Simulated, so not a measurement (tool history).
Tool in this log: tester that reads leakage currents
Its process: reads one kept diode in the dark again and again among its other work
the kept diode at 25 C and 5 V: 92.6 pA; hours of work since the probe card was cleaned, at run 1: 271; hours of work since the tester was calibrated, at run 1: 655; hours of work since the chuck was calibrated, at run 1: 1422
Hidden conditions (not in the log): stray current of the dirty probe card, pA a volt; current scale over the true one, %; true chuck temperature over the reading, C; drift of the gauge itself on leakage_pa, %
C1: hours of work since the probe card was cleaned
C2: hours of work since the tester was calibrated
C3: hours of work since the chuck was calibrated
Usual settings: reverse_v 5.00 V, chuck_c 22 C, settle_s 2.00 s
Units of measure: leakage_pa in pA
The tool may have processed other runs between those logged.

{"run": 1, "hour": 0.0, "reverse_v": 5.0, "chuck_c": 22, "settle_s": 2.0, "C1": 271, "C2": 655, "C3": 1422, "leakage_pa": 65.65}
{"run": 2, "hour": 30.1, "reverse_v": 5.0, "chuck_c": 22, "settle_s": 2.98, "C1": 294, "C2": 678, "C3": 1446, "leakage_pa": 65.23}
{"run": 3, "hour": 62.0, "reverse_v": 5.0, "chuck_c": 22, "settle_s": 1.38, "C1": 320, "C2": 703, "C3": 1471, "leakage_pa": 65.78}
{"run": 4, "hour": 87.7, "reverse_v": 5.0, "chuck_c": 22, "settle_s": 1.38, "C1": 340, "C2": 724, "C3": 1492, "leakage_pa": 65.66}
{"run": 5, "hour": 111.1, "reverse_v": 5.0, "chuck_c": 22, "settle_s": 1.38, "C1": 358, "C2": 742, "C3": 1510, "leakage_pa": 65.52}
{"run": 6, "hour": 125.8, "reverse_v": 1.51, "chuck_c": 22, "settle_s": 1.38, "C1": 370, "C2": 754, "C3": 1522, "leakage_pa": 42.71}
{"run": 7, "hour": 152.3, "reverse_v": 9.62, "chuck_c": 22, "settle_s": 2.0, "C1": 391, "C2": 775, "C3": 1543, "leakage_pa": 83.17}
{"run": 8, "hour": 182.3, "reverse_v": 5.0, "chuck_c": 22, "settle_s": 7.09, "C1": 415, "C2": 798, "C3": 1566, "leakage_pa": 65.31}
{"run": 9, "hour": 197.8, "reverse_v": 5.0, "chuck_c": 22, "settle_s": 2.0, "C1": 427, "C2": 811, "C3": 1579, "leakage_pa": 65.42}
{"run": 10, "hour": 223.8, "reverse_v": 5.0, "chuck_c": 22, "settle_s": 2.0, "C1": 447, "C2": 831, "C3": 1599, "leakage_pa": 65.53}
{"run": 11, "hour": 256.6, "reverse_v": 5.0, "chuck_c": 22, "settle_s": 4.7, "C1": 473, "C2": 857, "C3": 1625, "leakage_pa": 65.11}
{"run": 12, "hour": 274.6, "reverse_v": 1.61, "chuck_c": 22, "settle_s": 2.0, "C1": 487, "C2": 871, "C3": 1639, "leakage_pa": 43.39}
{"run": 13, "hour": 294.0, "reverse_v": 1.61, "chuck_c": 22, "settle_s": 2.0, "C1": 503, "C2": 887, "C3": 1654, "leakage_pa": 43.45}
{"run": 14, "hour": 309.3, "reverse_v": 12.64, "chuck_c": 22, "settle_s": 2.0, "C1": 515, "C2": 899, "C3": 1667, "leakage_pa": 92.35}
{"run": 15, "hour": 334.9, "reverse_v": 12.64, "chuck_c": 22, "settle_s": 2.0, "C1": 535, "C2": 919, "C3": 1687, "leakage_pa": 92.22}
{"run": 16, "hour": 366.1, "reverse_v": 5.0, "chuck_c": 25, "settle_s": 2.0, "C1": 560, "C2": 944, "C3": 1711, "leakage_pa": 83.88}
{"run": 17, "hour": 397.5, "reverse_v": 5.0, "chuck_c": 25, "settle_s": 2.0, "C1": 585, "C2": 968, "C3": 1736, "leakage_pa": 84.19}
{"run": 18, "hour": 428.8, "reverse_v": 5.0, "chuck_c": 25, "settle_s": 2.0, "C1": 609, "C2": 993, "C3": 1761, "leakage_pa": 83.58}
{"run": 19, "hour": 442.8, "reverse_v": 5.0, "chuck_c": 22, "settle_s": 2.0, "C1": 620, "C2": 1004, "C3": 1772, "leakage_pa": 65.2}
{"run": 20, "hour": 466.4, "reverse_v": 5.0, "chuck_c": 22, "settle_s": 2.0, "C1": 639, "C2": 1023, "C3": 1791, "leakage_pa": 65.05}
{"run": 21, "hour": 479.7, "reverse_v": 1.07, "chuck_c": 24, "settle_s": 4.15, "C1": 649, "C2": 1033, "C3": 1801, "leakage_pa": 44.4}
{"run": 22, "hour": 494.4, "reverse_v": 6.1, "chuck_c": 36, "settle_s": 0.41, "C1": 661, "C2": 1045, "C3": 1813, "leakage_pa": 221.78}
{"run": 23, "hour": 519.3, "reverse_v": 13.03, "chuck_c": 28, "settle_s": 3.19, "C1": 681, "C2": 1065, "C3": 1832, "leakage_pa": 151.95}
{"run": 24, "hour": 540.9, "reverse_v": 10.2, "chuck_c": 54, "settle_s": 8.61, "C1": 698, "C2": 1082, "C3": 1850, "leakage_pa": 1013.47}
{"run": 25, "hour": 557.5, "reverse_v": 5.0, "chuck_c": 22, "settle_s": 2.0, "C1": 711, "C2": 1095, "C3": 1863, "leakage_pa": 64.91}
{"run": 26, "hour": 589.7, "reverse_v": 5.0, "chuck_c": 22, "settle_s": 2.0, "C1": 736, "C2": 1120, "C3": 1888, "leakage_pa": 64.72}
{"run": 27, "hour": 605.8, "reverse_v": 5.0, "chuck_c": 27, "settle_s": 2.0, "C1": 749, "C2": 1133, "C3": 1901, "leakage_pa": 98.43}
{"run": 28, "hour": 637.5, "reverse_v": 5.0, "chuck_c": 27, "settle_s": 2.0, "C1": 774, "C2": 1158, "C3": 1926, "leakage_pa": 98.95}
{"run": 29, "hour": 661.7, "reverse_v": 5.0, "chuck_c": 27, "settle_s": 2.0, "C1": 793, "C2": 1177, "C3": 1945, "leakage_pa": 98.71}
{"run": 30, "hour": 678.9, "reverse_v": 4.9, "chuck_c": 24, "settle_s": 2.0, "C1": 807, "C2": 1191, "C3": 1958, "leakage_pa": 76.01}
{"run": 31, "hour": 696.1, "reverse_v": 4.9, "chuck_c": 24, "settle_s": 2.0, "C1": 820, "C2": 1204, "C3": 1972, "leakage_pa": 75.85}
{"run": 32, "hour": 715.9, "reverse_v": 8.18, "chuck_c": 47, "settle_s": 2.53, "C1": 836, "C2": 1220, "C3": 1988, "leakage_pa": 560.21}
{"run": 33, "hour": 741.2, "reverse_v": 5.0, "chuck_c": 32, "settle_s": 0.52, "C1": 856, "C2": 1240, "C3": 2008, "leakage_pa": 148.26}
{"run": 34, "hour": 770.0, "reverse_v": 16.06, "chuck_c": 21, "settle_s": 6.04, "C1": 879, "C2": 1263, "C3": 2030, "leakage_pa": 92.7}
{"run": 35, "hour": 793.1, "reverse_v": 10.29, "chuck_c": 22, "settle_s": 0.4, "C1": 897, "C2": 1281, "C3": 2049, "leakage_pa": 87.31}
{"run": 36, "hour": 807.7, "reverse_v": 10.29, "chuck_c": 22, "settle_s": 1.82, "C1": 908, "C2": 1292, "C3": 2060, "leakage_pa": 85.17}
{"run": 37, "hour": 835.3, "reverse_v": 10.29, "chuck_c": 22, "settle_s": 0.54, "C1": 930, "C2": 1314, "C3": 2082, "leakage_pa": 86.02}
{"run": 38, "hour": 853.1, "reverse_v": 3.29, "chuck_c": 44, "settle_s": 7.46, "C1": 944, "C2": 1328, "C3": 2096, "leakage_pa": 324.52}
{"run": 39, "hour": 871.5, "reverse_v": 5.57, "chuck_c": 55, "settle_s": 2.62, "C1": 959, "C2": 1343, "C3": 2111, "leakage_pa": 870.43}

The same runs without the tool's hidden state, with the same run-to-run variation:
run=1 leakage_pa=71.94
run=2 leakage_pa=71.54
run=3 leakage_pa=72.15
run=4 leakage_pa=72.06
run=5 leakage_pa=71.95
run=6 leakage_pa=47.27
run=7 leakage_pa=90.72
run=8 leakage_pa=71.85
run=9 leakage_pa=71.98
run=10 leakage_pa=72.14
run=11 leakage_pa=71.74
run=12 leakage_pa=48.27
run=13 leakage_pa=48.39
run=14 leakage_pa=100.23
run=15 leakage_pa=100.07
run=16 leakage_pa=92.82
run=17 leakage_pa=93.24
run=18 leakage_pa=92.64
run=19 leakage_pa=72.09
run=20 leakage_pa=71.96
run=21 leakage_pa=49.90
run=22 leakage_pa=246.37
run=23 leakage_pa=166.91
run=24 leakage_pa=1119.95
run=25 leakage_pa=71.94
run=26 leakage_pa=71.78
run=27 leakage_pa=109.77
run=28 leakage_pa=110.42
run=29 leakage_pa=110.22
run=30 leakage_pa=84.69
run=31 leakage_pa=84.56
run=32 leakage_pa=625.15
run=33 leakage_pa=166.26
run=34 leakage_pa=98.96
run=35 leakage_pa=95.07
run=36 leakage_pa=92.95
run=37 leakage_pa=93.75
run=38 leakage_pa=365.70
run=39 leakage_pa=974.43
